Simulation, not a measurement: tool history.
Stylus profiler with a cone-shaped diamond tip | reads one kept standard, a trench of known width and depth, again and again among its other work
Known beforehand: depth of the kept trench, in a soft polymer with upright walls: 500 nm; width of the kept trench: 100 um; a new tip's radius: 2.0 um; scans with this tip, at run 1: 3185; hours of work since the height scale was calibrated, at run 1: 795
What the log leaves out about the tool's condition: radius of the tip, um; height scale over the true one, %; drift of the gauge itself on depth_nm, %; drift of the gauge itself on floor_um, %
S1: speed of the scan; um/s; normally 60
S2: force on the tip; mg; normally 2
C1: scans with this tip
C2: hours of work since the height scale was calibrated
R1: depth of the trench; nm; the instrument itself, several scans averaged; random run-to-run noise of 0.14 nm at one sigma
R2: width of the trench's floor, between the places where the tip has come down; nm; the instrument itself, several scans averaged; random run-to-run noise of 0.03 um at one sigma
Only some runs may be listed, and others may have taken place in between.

{"run": 1, "hour": 0.0, "S1": 60, "S2": 2, "C1": 3185, "C2": 795, "R1": 501.82, "R2": 96720}
{"run": 2, "hour": 89.4, "S1": 60, "S2": 4.61, "C1": 3454, "C2": 863, "R1": 504.16, "R2": 96810}
{"run": 3, "hour": 179.3, "S1": 60, "S2": 2, "C1": 3726, "C2": 930, "R1": 501.45, "R2": 96650}
{"run": 4, "hour": 305.6, "S1": 60, "S2": 2, "C1": 4107, "C2": 1026, "R1": 501.39, "R2": 96680}
{"run": 5, "hour": 378.7, "S1": 60, "S2": 2, "C1": 4327, "C2": 1081, "R1": 501.57, "R2": 96630}
{"hour": 391.5, "done": "height scale calibrated on a step standard"}
{"run": 6, "hour": 514.4, "S1": 60, "S2": 1.31, "C1": 4735, "C2": 93, "R1": 499.46, "R2": 96560}
{"run": 7, "hour": 598.1, "S1": 37, "S2": 2, "C1": 4988, "C2": 156, "R1": 499.87, "R2": 96700}
{"run": 8, "hour": 699.0, "S1": 37, "S2": 2, "C1": 5293, "C2": 232, "R1": 499.94, "R2": 96700}
{"run": 9, "hour": 794.3, "S1": 22, "S2": 1.84, "C1": 5580, "C2": 304, "R1": 499.55, "R2": 96760}
{"run": 10, "hour": 895.3, "S1": 36, "S2": 3.39, "C1": 5885, "C2": 380, "R1": 500.98, "R2": 96680}
{"run": 11, "hour": 978.2, "S1": 20, "S2": 1.34, "C1": 6135, "C2": 442, "R1": 498.88, "R2": 96630}
{"run": 12, "hour": 1092.4, "S1": 133, "S2": 4.37, "C1": 6480, "C2": 528, "R1": 501.5, "R2": 96300}

Predict each of these 3 candidate next runs independently; none follows another, all start after run 12:
{"hour": 1114.5, "done": "height scale calibrated on a step standard, once more"}
{"run": "A", "hour": 1152.8, "S1": 133, "S2": 2.4, "C1": 6661, "C2": 29, "R1": "?", "R2": "?"}
{"hour": 1114.5, "done": "height scale calibrated on a step standard, once more"}
{"run": "B", "hour": 1152.8, "S1": 108, "S2": 1.13, "C1": 6661, "C2": 29, "R1": "?", "R2": "?"}
{"hour": 1114.5, "done": "height scale calibrated on a step standard, once more"}
{"run": "C", "hour": 1152.8, "S1": 133, "S2": 1.45, "C1": 6661, "C2": 29, "R1": "?", "R2": "?"}

run=A R1=503.53 R2=96040
run=B R1=502.26 R2=95920
run=C R1=502.56 R2=95860
With the hidden condition removed and each run's random variation left untouched, the same runs would have given:
run=A R1=503.62 R2=96670
run=B R1=502.36 R2=96550
run=C R1=502.65 R2=96490
